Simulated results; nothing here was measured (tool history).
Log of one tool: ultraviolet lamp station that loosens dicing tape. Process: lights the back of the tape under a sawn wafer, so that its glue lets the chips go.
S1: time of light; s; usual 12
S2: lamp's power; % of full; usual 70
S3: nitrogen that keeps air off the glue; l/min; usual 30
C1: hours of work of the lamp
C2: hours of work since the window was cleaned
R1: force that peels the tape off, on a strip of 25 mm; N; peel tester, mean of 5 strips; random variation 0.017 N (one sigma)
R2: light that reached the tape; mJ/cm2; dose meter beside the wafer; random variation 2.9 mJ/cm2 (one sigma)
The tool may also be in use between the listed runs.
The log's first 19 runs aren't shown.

run 20 hour=671.9 | S1=14 S2=72 S3=30 | C1=185 C2=100 | R1=0.59 R2=467
run 21 hour=699.8 | S1=12 S2=64 S3=32 | C1=203 C2=118 | R1=1.126 R2=354
run 22 hour=754.9 | S1=12 S2=77 S3=47 | C1=239 C2=154 | R1=0.51 R2=413
run 23 hour=789.7 | S1=10 S2=77 S3=49 | C1=262 C2=177 | R1=0.838 R2=347
run 24 hour=824.7 | S1=16 S2=73 S3=30 | C1=285 C2=200 | R1=0.436 R2=523
run 25 hour=864.5 | S1=14 S2=73 S3=30 | C1=311 C2=226 | R1=0.635 R2=455
run 26 hour=913.7 | S1=11 S2=64 S3=26 | C1=343 C2=258 | R1=1.672 R2=308
run 27 hour=960.4 | S1=21 S2=74 S3=30 | C1=373 C2=288 | R1=0.218 R2=677
run 28 hour=1014.6 | S1=21 S2=74 S3=30 | C1=409 C2=324 | R1=0.212 R2=672
run 29 hour=1070.4 | S1=18 S2=71 S3=25 | C1=445 C2=360 | R1=0.472 R2=540
run 30 hour=1119.6 | S1=20 S2=70 S3=30 | C1=477 C2=392 | R1=0.303 R2=586
run 31 hour=1148.8 | S1=18 S2=73 S3=23 | C1=496 C2=411 | R1=0.502 R2=550

4 ways to go on from here, each from the tool as it stands after run 31. What would each give?
run A hour=1177.7 | S1=10 S2=85 S3=22 | C1=515 C2=430 | R1=? R2=?
run B hour=1177.7 | S1=14 S2=76 S3=32 | C1=515 C2=430 | R1=? R2=?
run C hour=1177.7 | S1=14 S2=73 S3=23 | C1=515 C2=430 | R1=? R2=?
run D hour=1177.7 | S1=18 S2=79 S3=16 | C1=515 C2=430 | R1=? R2=?

run=A R1=1.483 R2=354
run=B R1=0.656 R2=436
run=C R1=0.953 R2=428
run=D R1=0.596 R2=586
Without the tool's hidden state the same runs would have given:
run=A R1=1.057 R2=416
run=B R1=0.424 R2=512
run=C R1=0.639 R2=503
run=D R1=0.382 R2=688

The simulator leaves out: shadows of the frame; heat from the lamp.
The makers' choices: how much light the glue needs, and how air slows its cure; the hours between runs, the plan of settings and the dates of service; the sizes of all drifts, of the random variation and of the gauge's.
